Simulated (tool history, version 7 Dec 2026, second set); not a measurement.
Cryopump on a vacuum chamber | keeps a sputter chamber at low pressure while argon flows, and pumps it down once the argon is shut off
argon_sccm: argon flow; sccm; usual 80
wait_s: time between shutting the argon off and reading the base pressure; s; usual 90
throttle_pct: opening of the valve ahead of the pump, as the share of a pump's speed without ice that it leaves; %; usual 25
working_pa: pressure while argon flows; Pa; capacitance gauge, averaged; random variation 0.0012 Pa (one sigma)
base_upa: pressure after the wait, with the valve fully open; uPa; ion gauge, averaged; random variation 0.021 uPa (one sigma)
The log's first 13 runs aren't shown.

| run | day | argon_sccm | wait_s | throttle_pct | hours of work since the pump was warmed up and emptied | hours of work since the cold head was overhauled | hours of work since the chamber's fittings were tightened | working_pa | base_upa |
|---|---|---|---|---|---|---|---|---|---|
| 14 | 28.438 | 80 | 90 | 25 | 401 | 1998 | 3250 | 0.2902 | 1.19 |
| 15 | 30.454 | 80 | 90 | 25 | 431 | 2028 | 3279 | 0.2905 | 1.22 |
| 16 | 33.35 | 80 | 90 | 25 | 473 | 2070 | 3322 | 0.2936 | 1.28 |
| 17 | 36.15 | 80 | 90 | 25 | 514 | 2111 | 3362 | 0.2925 | 1.24 |
| 18 | 38.096 | 61 | 60 | 20 | 542 | 2139 | 3391 | 0.2773 | 1.38 |
| 19 | 40.954 | 61 | 60 | 20 | 584 | 2181 | 3433 | 0.2789 | 1.4 |
| 20 | 43.396 | 75 | 262 | 35 | 620 | 2217 | 3468 | 0.2046 | 1.11 |
| 21 | 46.017 | 75 | 262 | 35 | 658 | 2255 | 3507 | 0.2055 | 1.15 |
| 22 | 47.921 | 102 | 123 | 31 | 686 | 2283 | 3534 | 0.3124 | 1.3 |
| 23 | 51.029 | 80 | 29 | 25 | 731 | 2328 | 3580 | 0.3007 | 1.99 |
| 24 | 53.712 | 80 | 29 | 25 | 771 | 2368 | 3619 | 0.3049 | 2 |
|  | 54.65 | pump warmed up, emptied and cooled again |
| 25 | 56.971 | 80 | 188 | 50 | 34 | 2412 | 3664 | 0.1408 | 0.99 |
| 26 | 58.483 | 80 | 38 | 40 | 56 | 2434 | 3686 | 0.1756 | 1.51 |
| 27 | 60.792 | 80 | 45 | 16 | 90 | 2468 | 3719 | 0.4396 | 1.48 |
| 28 | 62.354 | 123 | 90 | 25 | 113 | 2491 | 3742 | 0.4333 | 1.2 |
| 29 | 64.112 | 68 | 29 | 45 | 138 | 2517 | 3768 | 0.1342 | 1.8 |
| 30 | 65.821 | 151 | 45 | 39 | 163 | 2542 | 3793 | 0.3452 | 1.49 |
| 31 | 68.233 | 151 | 45 | 39 | 198 | 2577 | 3828 | 0.3457 | 1.48 |
| 32 | 70.021 | 151 | 45 | 39 | 225 | 2603 | 3854 | 0.352 | 1.48 |
| 33 | 71.533 | 151 | 45 | 39 | 247 | 2625 | 3877 | 0.3537 | 1.58 |
| 34 | 73.979 | 80 | 21 | 25 | 282 | 2661 | 3912 | 0.2867 | 2.23 |

4 ways to go on from here, each from the tool as it stands after run 34. What would each give?
| A | 76.429 | 80 | 90 | 45 | 318 | 2697 | 3948 | ? | ? |
| B | 76.429 | 81 | 21 | 36 | 318 | 2697 | 3948 | ? | ? |
| C | 76.429 | 80 | 185 | 18 | 318 | 2697 | 3948 | ? | ? |
| D | 76.429 | 53 | 276 | 26 | 318 | 2697 | 3948 | ? | ? |

| run | working_pa | base_upa |
|---|---|---|
| A | 0.1649 | 1.31 |
| B | 0.2059 | 2.18 |
| C | 0.3933 | 1.15 |
| D | 0.1848 | 1.13 |
Without the tool's hidden state the same runs would have given:
| run | working_pa | base_upa |
|---|---|---|
| A | 0.1552 | 0.44 |
| B | 0.1961 | 1.33 |
| C | 0.3836 | 0.27 |
| D | 0.1784 | 0.26 |
